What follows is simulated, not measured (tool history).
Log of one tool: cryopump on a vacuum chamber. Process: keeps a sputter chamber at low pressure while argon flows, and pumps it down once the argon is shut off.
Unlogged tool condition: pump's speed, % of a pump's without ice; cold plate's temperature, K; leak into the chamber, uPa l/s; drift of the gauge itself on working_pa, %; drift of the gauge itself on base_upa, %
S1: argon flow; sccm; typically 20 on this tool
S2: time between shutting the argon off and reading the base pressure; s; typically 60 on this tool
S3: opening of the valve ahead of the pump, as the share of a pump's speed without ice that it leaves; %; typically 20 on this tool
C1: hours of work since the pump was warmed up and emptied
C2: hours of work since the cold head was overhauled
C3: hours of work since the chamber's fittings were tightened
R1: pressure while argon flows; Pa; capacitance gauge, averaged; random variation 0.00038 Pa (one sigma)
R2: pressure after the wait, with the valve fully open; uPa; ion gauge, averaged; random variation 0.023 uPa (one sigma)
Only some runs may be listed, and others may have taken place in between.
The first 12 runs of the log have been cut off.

run 13 hour=117.5 | S1=20 S2=60 S3=20 | C1=288 C2=288 C3=199 | R1=0.1121 R2=1.28
run 14 hour=127.0 | S1=20 S2=60 S3=20 | C1=293 C2=293 C3=204 | R1=0.1115 R2=1.26
run 15 hour=139.9 | S1=20 S2=60 S3=20 | C1=300 C2=300 C3=211 | R1=0.1112 R2=1.30
run 16 hour=152.5 | S1=20 S2=60 S3=20 | C1=306 C2=306 C3=217 | R1=0.1120 R2=1.35
run 17 hour=165.5 | S1=19 S2=60 S3=20 | C1=313 C2=313 C3=224 | R1=0.1059 R2=1.38
run 18 hour=176.3 | S1=15 S2=198 S3=20 | C1=318 C2=318 C3=229 | R1=0.0833 R2=1.00
run 19 hour=191.3 | S1=30 S2=61 S3=20 | C1=326 C2=326 C3=237 | R1=0.1689 R2=1.34
run 20 hour=202.3 | S1=20 S2=48 S3=41 | C1=332 C2=332 C3=242 | R1=0.0549 R2=1.57
run 21 hour=210.1 | S1=20 S2=75 S3=23 | C1=336 C2=336 C3=246 | R1=0.0979 R2=1.36
run 22 hour=221.6 | S1=20 S2=187 S3=20 | C1=342 C2=342 C3=252 | R1=0.1117 R2=1.06
run 23 hour=227.9 | S1=12 S2=44 S3=49 | C1=345 C2=345 C3=256 | R1=0.0280 R2=1.64
run 24 hour=241.9 | S1=20 S2=64 S3=20 | C1=352 C2=352 C3=263 | R1=0.1123 R2=1.43

The next listed run, before its measurement:
run 25 hour=248.9 | S1=9 S2=56 S3=56 | C1=356 C2=356 C3=266 | R1=? R2=?

{"run 25": {"R1": 0.0185, "R2": 1.51}}
Were there no unlogged condition in the tool, this run, its random variation unchanged, would have produced R1 0.0176 Pa, R2 0.82 uPa.
